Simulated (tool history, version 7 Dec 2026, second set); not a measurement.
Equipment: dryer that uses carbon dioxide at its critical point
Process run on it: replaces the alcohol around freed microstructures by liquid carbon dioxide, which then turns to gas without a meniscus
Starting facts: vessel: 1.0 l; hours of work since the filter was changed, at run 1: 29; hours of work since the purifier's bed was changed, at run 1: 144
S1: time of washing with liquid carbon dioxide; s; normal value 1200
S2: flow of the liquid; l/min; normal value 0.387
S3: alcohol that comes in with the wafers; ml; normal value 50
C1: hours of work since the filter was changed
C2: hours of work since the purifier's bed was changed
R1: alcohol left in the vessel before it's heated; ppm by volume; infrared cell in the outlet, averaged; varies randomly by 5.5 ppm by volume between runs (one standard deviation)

run	day	S1	S2	S3	C1	C2	R1
1	0.000	1200	0.387	50	29	144	184
2	0.508	1200	0.387	50	33	148	186
3	0.954	1200	0.387	50	36	151	206
4	1.700	1080	0.387	50	42	157	317
5	2.292	1200	0.387	60	46	161	224
6	2.788	1200	0.387	73	50	165	265
7	3.342	1200	0.387	73	54	169	269
8	4.067	1200	0.387	73	60	175	279
9	4.633	1200	0.387	73	64	179	290
10	5.475	1200	0.387	73	70	186	280
11	6.300	1200	0.387	50	77	192	217
12	6.846	1200	0.387	50	81	196	217
13	7.704	1200	0.387	50	87	203	221
14	8.217	1200	0.387	44	91	206	203
15	8.992	1320	0.387	50	97	212	142
16	9.492	1320	0.387	50	101	216	149
17	10.288	1320	0.387	50	107	222	141
18	10.792	1320	0.387	50	111	226	137
19	11.492	1200	0.387	50	116	231	216
20	12.292	1200	0.387	50	122	237	224
21	12.904	1200	0.387	50	127	242	222
22	13.667	1200	0.387	50	133	248	230
23	14.233	1200	0.387	50	137	252	228

Estimate the outcome of run 24 from the log above:
24	14.775	1200	0.387	50	141	256	?

R1: 233 ppm by volume
With the hidden condition absent and the run-to-run variation left alone, this run would have shown R1 148 ppm by volume.

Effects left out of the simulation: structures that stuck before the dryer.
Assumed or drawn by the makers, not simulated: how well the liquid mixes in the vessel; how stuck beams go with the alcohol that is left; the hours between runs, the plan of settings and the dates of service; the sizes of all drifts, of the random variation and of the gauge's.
